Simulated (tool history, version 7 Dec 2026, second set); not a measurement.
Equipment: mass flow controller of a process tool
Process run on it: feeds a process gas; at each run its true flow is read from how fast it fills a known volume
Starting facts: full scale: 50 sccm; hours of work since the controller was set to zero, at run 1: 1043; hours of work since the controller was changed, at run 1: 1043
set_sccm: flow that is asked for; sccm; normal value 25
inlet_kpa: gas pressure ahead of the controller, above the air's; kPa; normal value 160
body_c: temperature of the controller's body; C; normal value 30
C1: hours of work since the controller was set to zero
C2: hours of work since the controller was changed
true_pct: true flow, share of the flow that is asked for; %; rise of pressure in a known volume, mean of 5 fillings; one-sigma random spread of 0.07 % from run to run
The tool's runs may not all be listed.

run 1 hour=0 | set_sccm=25 inlet_kpa=160 body_c=30 | C1=1043 C2=1043 | true_pct=99.3
run 2 hour=90.5 | set_sccm=6 inlet_kpa=160 body_c=30 | C1=1082 C2=1082 | true_pct=99.47
run 3 hour=155.1 | set_sccm=6 inlet_kpa=160 body_c=30 | C1=1110 C2=1110 | true_pct=99.5
run 4 hour=229.4 | set_sccm=25 inlet_kpa=160 body_c=21 | C1=1142 C2=1142 | true_pct=98.56
run 5 hour=310.4 | set_sccm=25 inlet_kpa=160 body_c=21 | C1=1178 C2=1178 | true_pct=98.43
run 6 hour=370 | set_sccm=25 inlet_kpa=160 body_c=30 | C1=1204 C2=1204 | true_pct=99.22
run 7 hour=417.2 | set_sccm=25 inlet_kpa=160 body_c=30 | C1=1224 C2=1224 | true_pct=99.26
run 8 hour=490.7 | set_sccm=25 inlet_kpa=160 body_c=30 | C1=1256 C2=1256 | true_pct=99.34
run 9 hour=564.3 | set_sccm=25 inlet_kpa=160 body_c=30 | C1=1288 C2=1288 | true_pct=99.35
run 10 hour=651 | set_sccm=25 inlet_kpa=160 body_c=30 | C1=1326 C2=1326 | true_pct=99.24
run 11 hour=708.5 | set_sccm=25 inlet_kpa=160 body_c=30 | C1=1351 C2=1351 | true_pct=99.27
run 12 hour=802.7 | set_sccm=25 inlet_kpa=160 body_c=30 | C1=1392 C2=1392 | true_pct=99.34
run 13 hour=900.2 | set_sccm=25 inlet_kpa=160 body_c=30 | C1=1434 C2=1434 | true_pct=99.33
run 14 hour=953.4 | set_sccm=25 inlet_kpa=160 body_c=30 | C1=1457 C2=1457 | true_pct=99.37
run 15 hour=1007.5 | set_sccm=25 inlet_kpa=160 body_c=30 | C1=1481 C2=1481 | true_pct=99.26
run 16 hour=1097.6 | set_sccm=8 inlet_kpa=160 body_c=30 | C1=1520 C2=1520 | true_pct=99.42
run 17 hour=1175.3 | set_sccm=8 inlet_kpa=160 body_c=30 | C1=1554 C2=1554 | true_pct=99.49
run 18 hour=1254.8 | set_sccm=8 inlet_kpa=160 body_c=30 | C1=1588 C2=1588 | true_pct=99.54
run 19 hour=1295.6 | set_sccm=8 inlet_kpa=160 body_c=30 | C1=1606 C2=1606 | true_pct=99.44
run 20 hour=1370.8 | set_sccm=8 inlet_kpa=160 body_c=30 | C1=1639 C2=1639 | true_pct=99.66
run 21 hour=1412.9 | set_sccm=8 inlet_kpa=160 body_c=30 | C1=1657 C2=1657 | true_pct=99.6
run 22 hour=1498.9 | set_sccm=8 inlet_kpa=160 body_c=30 | C1=1694 C2=1694 | true_pct=99.53
run 23 hour=1575.9 | set_sccm=8 inlet_kpa=274 body_c=30 | C1=1728 C2=1728 | true_pct=99.12
run 24 hour=1639.6 | set_sccm=8 inlet_kpa=234 body_c=30 | C1=1755 C2=1755 | true_pct=99.43
run 25 hour=1723.1 | set_sccm=20 inlet_kpa=232 body_c=21 | C1=1792 C2=1792 | true_pct=98.19
run 26 hour=1813.1 | set_sccm=5 inlet_kpa=242 body_c=30 | C1=1831 C2=1831 | true_pct=100.27
run 27 hour=1877.3 | set_sccm=19 inlet_kpa=215 body_c=31 | C1=1859 C2=1859 | true_pct=99.25
run 28 hour=1950.3 | set_sccm=19 inlet_kpa=215 body_c=31 | C1=1890 C2=1890 | true_pct=99.01
run 29 hour=2048.8 | set_sccm=20 inlet_kpa=207 body_c=21 | C1=1933 C2=1933 | true_pct=98.22
run 30 hour=2146.2 | set_sccm=20 inlet_kpa=207 body_c=21 | C1=1975 C2=1975 | true_pct=98.33
run 31 hour=2241.7 | set_sccm=20 inlet_kpa=207 body_c=21 | C1=2017 C2=2017 | true_pct=98.31
run 32 hour=2290.3 | set_sccm=14 inlet_kpa=170 body_c=25 | C1=2038 C2=2038 | true_pct=98.96
run 33 hour=2360.4 | set_sccm=18 inlet_kpa=259 body_c=30 | C1=2069 C2=2069 | true_pct=98.86
run 34 hour=2433.2 | set_sccm=7 inlet_kpa=160 body_c=32 | C1=2100 C2=2100 | true_pct=100.3
run 35 hour=2483.2 | set_sccm=7 inlet_kpa=205 body_c=25 | C1=2122 C2=2122 | true_pct=99.48
run 36 hour=2571 | set_sccm=32 inlet_kpa=263 body_c=23 | C1=2160 C2=2160 | true_pct=98.55
run 37 hour=2667.1 | set_sccm=24 inlet_kpa=160 body_c=25 | C1=2202 C2=2202 | true_pct=98.91
run 38 hour=2736.9 | set_sccm=49 inlet_kpa=182 body_c=31 | C1=2232 C2=2232 | true_pct=100.2
run 39 hour=2801.1 | set_sccm=49 inlet_kpa=182 body_c=31 | C1=2260 C2=2260 | true_pct=100.28
run 40 hour=2887 | set_sccm=36 inlet_kpa=143 body_c=34 | C1=2297 C2=2297 | true_pct=100.11
run 41 hour=2950 | set_sccm=8 inlet_kpa=267 body_c=34 | C1=2325 C2=2325 | true_pct=99.95
run 42 hour=3005.7 | set_sccm=33 inlet_kpa=176 body_c=36 | C1=2349 C2=2349 | true_pct=100.15
run 43 hour=3070.7 | set_sccm=16 inlet_kpa=225 body_c=28 | C1=2377 C2=2377 | true_pct=98.96
run 44 hour=3154.8 | set_sccm=5 inlet_kpa=218 body_c=30 | C1=2414 C2=2414 | true_pct=101.06
run 45 hour=3246.4 | set_sccm=38 inlet_kpa=218 body_c=30 | C1=2454 C2=2454 | true_pct=99.6
run 46 hour=3314.6 | set_sccm=43 inlet_kpa=160 body_c=30 | C1=2483 C2=2483 | true_pct=100.09
run 47 hour=3380.3 | set_sccm=27 inlet_kpa=220 body_c=31 | C1=2512 C2=2512 | true_pct=99.21
run 48 hour=3424.6 | set_sccm=34 inlet_kpa=220 body_c=28 | C1=2531 C2=2531 | true_pct=99.32

Selected run-to-run steps in true_pct, each split into two signed amounts: the part the tool would show with no hidden state at all (from settings, incoming material and random variation), and the remainder, which goes to the hidden state together with any gauge scatter not common to the measured and the hidden-state-free results:
The tool's hidden condition here consists of: flow at rest that the sensor doesn't see, % of full scale; true flow over the shown one, %; drift of the gauge itself on true_pct, %.
Run 25 -> 26: set_sccm 20 -> 5, inlet_kpa 232 -> 242, body_c 21 -> 30. true_pct +2.08 %: hidden state +2.16, all else -0.08.
Run 43 -> 44: set_sccm 16 -> 5, inlet_kpa 225 -> 218, body_c 28 -> 30. true_pct +2.1 %: hidden state +2.58, all else -0.48.
Run 44 -> 45: set_sccm 5 -> 38. true_pct -1.46 %: hidden state -3.25, all else +1.79.
